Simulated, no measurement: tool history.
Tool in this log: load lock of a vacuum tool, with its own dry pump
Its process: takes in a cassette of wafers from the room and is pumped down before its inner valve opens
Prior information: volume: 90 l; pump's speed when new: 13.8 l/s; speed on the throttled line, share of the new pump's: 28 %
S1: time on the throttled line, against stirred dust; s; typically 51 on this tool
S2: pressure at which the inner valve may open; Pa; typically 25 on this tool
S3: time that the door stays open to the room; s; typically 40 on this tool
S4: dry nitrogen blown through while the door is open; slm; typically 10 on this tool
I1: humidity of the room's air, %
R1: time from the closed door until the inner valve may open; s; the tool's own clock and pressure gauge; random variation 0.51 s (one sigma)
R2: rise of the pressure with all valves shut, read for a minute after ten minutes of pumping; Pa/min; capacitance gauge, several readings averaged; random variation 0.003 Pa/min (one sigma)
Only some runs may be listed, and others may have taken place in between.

run    hour  S1  S2   S3  S4    I1     R1     R2
  1       0  51  25   40  10  39.2     93  0.096
  2     217  51  25   40  10  45.1   92.2  0.097
  3   529.8  51  25   40  10  48.7   92.9  0.097
  4   840.6  51  25   40   7  45.2     94  0.102
  5  1140.1  51  25   40   7  46.1     93  0.107
  6  1294.5  51  25   40   7  49.1     94  0.111
  7  1603.9  51  25   40   7  42.8   92.6  0.109
  8  1927.8  51  25   31  10  44.1   93.3  0.106
  9  2203.8  51  25   31  10  43.6   93.9   0.11
 10  2416.7  51  25   31  10  44.9   94.7  0.112
 11  2578.2  51  25   31  10  46.8   93.4   0.11
 12    2725  51  25   31  10  43.7   94.4  0.116
 13  3029.6  51  25   40  10  42.1     94  0.115
 14  3279.2  51  25   40  10    43   94.5  0.121
 15  3509.2  51  25   40  10  43.3   94.8  0.126
 16  3790.6  32  25   40  10  45.6   80.8  0.129
 17  4074.6  51  25   59  10  47.9   93.4  0.137
 18  4287.8  51  25   59  10  40.4   94.2  0.139
 19  4533.8  27  44   40  10  42.6     74  0.131
 20  4824.6  27  44   40  10  45.1   74.5  0.138
 21  5046.8  58  25   40  21  45.2   99.7  0.135
 22  5358.7  44  42   53  10  46.1   86.1  0.143
 23  5680.5  44  42   53  10  44.6   86.2  0.148
 24  5880.9  44  42   53  10  50.3   86.3  0.151
 25  6038.3  64  31  174  10  42.5  101.7  0.177
 26  6288.8  64  28   92  10  46.5  102.6  0.162
 27    6464  64  28   92  10    43  103.6  0.165
 28    6700  51  25  228  31  44.6   95.6  0.167
 29  6848.1  51  25  228  31  43.7   95.3  0.172
 30  7076.7  51  25  228  31  44.3   94.4  0.174
 31  7396.6  51  22   39   6  46.3   97.1  0.172
 32    7648  51  22   39   6  44.2     96  0.165
 33  7792.7  51  22   39   6  47.7   96.5  0.174
 34  7944.6  51  22   39   6  45.7   96.4  0.166
 35  8167.1  51  22   39   6  48.3   97.8  0.166

Consider 3 possible next runs. They are alternatives, not a sequence: every one starts from the tool as it was left by run 35. What does each give?
  A  8314.7  87  25   40   4  45.3   ?   ?
  B  8314.7  28  25  115  12  40.9   ?   ?
  C  8314.7  51  34   32   6  45.2   ?   ?

run     R1     R2
  A  119.7  0.179
  B   79.5  0.188
  C   92.4  0.176
Stripped of hidden state, with their random variation kept, the same runs would have yielded:
run     R1     R2
  A  116.3  0.022
  B   74.2  0.032
  C   88.1  0.019
